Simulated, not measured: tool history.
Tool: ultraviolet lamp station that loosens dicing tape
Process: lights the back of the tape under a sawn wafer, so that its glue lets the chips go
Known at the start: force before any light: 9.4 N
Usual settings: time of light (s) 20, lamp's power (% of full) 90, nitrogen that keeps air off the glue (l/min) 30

run,hour,time of light (s),lamp's power (% of full),nitrogen that keeps air off the glue (l/min),force that peels the tape off (N),light that reached the tape (mJ/cm2)
1,0.0,20,90,30,0.843,461
# hour 2.0: window cleaned of glue's vapour
2,6.4,20,90,30,0.960,448
3,10.7,20,90,30,0.986,449
4,15.5,20,90,30,0.969,445
5,21.1,20,90,30,0.990,449
6,30.7,20,90,30,0.940,440
7,35.6,20,90,30,0.973,443
8,40.2,24,90,30,0.653,535
# hour 44.3: window cleaned of glue's vapour, once more
9,49.1,24,90,30,0.492,594
10,54.0,24,90,30,0.476,598
11,61.0,27,90,48,0.258,664
12,65.9,11,87,11,3.643,262
13,73.9,11,87,11,3.650,267

Forecast each of these 3 alternatives for the next run:
A,78.3,20,90,24,?,?
B,78.3,20,87,11,?,?
C,78.3,12,79,27,?,?

run,force that peels the tape off (N),light that reached the tape (mJ/cm2)
A,0.964,495
B,1.750,478
C,2.537,260
Without the tool's hidden state the same runs would have given:
run,force that peels the tape off (N),light that reached the tape (mJ/cm2)
A,0.859,523
B,1.601,504
C,2.363,274

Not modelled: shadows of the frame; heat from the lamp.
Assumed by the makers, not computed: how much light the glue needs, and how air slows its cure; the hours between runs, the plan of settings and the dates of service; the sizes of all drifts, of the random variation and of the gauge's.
